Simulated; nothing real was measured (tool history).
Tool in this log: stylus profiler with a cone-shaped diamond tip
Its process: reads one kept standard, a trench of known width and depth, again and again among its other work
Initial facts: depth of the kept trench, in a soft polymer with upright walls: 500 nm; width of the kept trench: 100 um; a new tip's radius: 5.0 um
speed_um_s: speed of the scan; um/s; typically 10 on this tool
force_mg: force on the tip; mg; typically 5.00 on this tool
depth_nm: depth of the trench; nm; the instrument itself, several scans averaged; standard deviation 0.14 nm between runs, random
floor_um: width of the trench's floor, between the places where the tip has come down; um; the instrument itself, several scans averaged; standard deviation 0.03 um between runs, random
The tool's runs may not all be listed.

run    hour  speed_um_s  force_mg  depth_nm  floor_um
  1     0.0          10      5.00    505.99     95.61
  2    72.8          10      5.00    505.99     95.61
  3   118.7          10      5.00    506.09     95.63
  4   168.7          10      5.00    506.06     95.60
  5   241.1          10      5.00    506.10     95.61
  6   278.5          10      4.80    505.88     95.63
  7   312.2          10      4.80    506.10     95.60
  8   382.7          10      5.00    506.09     95.59
  9   447.1          10     10.68    510.40     95.60
 10   482.7          10     10.68    509.84     95.59
 11   561.7          10     10.68    509.82     95.63
 12   623.7          10     10.68    510.03     95.59
 13   700.6          10      2.24    503.63     95.61
 14   782.1          10      5.00    506.20     95.60
 15   828.6          10      5.00    506.05     95.61
 16   907.7          10      5.00    506.25     95.58
 17   973.7          10      3.09    504.29     95.52
 18  1042.6          32      8.56    508.54     95.55
 19  1118.3          10      3.16    504.44     95.63
 20  1162.7          10      3.16    504.54     95.57
 21  1218.1          10      3.16    504.34     95.55
 22  1284.7          14      3.30    504.70     95.59
 23  1331.5          14      3.30    504.58     95.59
 24  1399.7           4      2.31    503.71     95.68
 25  1443.9          38      2.19    503.76     95.47
 26  1514.1          38      2.19    503.58     95.42
 27  1551.1          38      2.19    503.55     95.51
 28  1624.1           3     10.36    510.00     95.63
 29  1701.0           2     10.36    509.99     95.61
 30  1766.9           2     10.36    509.97     95.60
 31  1823.6           5      3.29    504.59     95.59
 32  1897.5          17      7.30    507.59     95.53
 33  1978.3          39      3.99    505.09     95.45

Removed from this log: 1 entry logged between the listed runs. Between which two listed runs does each belong, and how does the tool's hidden state at the listed run before it compare with that at the listed run after it?
After run 24, before run 25: height scale calibrated on a step standard (hour 1404.5)
  height scale over the true one, %: -0.002 -> 0
  measured less the result without the state, floor_um: -0.03 -> -0.03 um
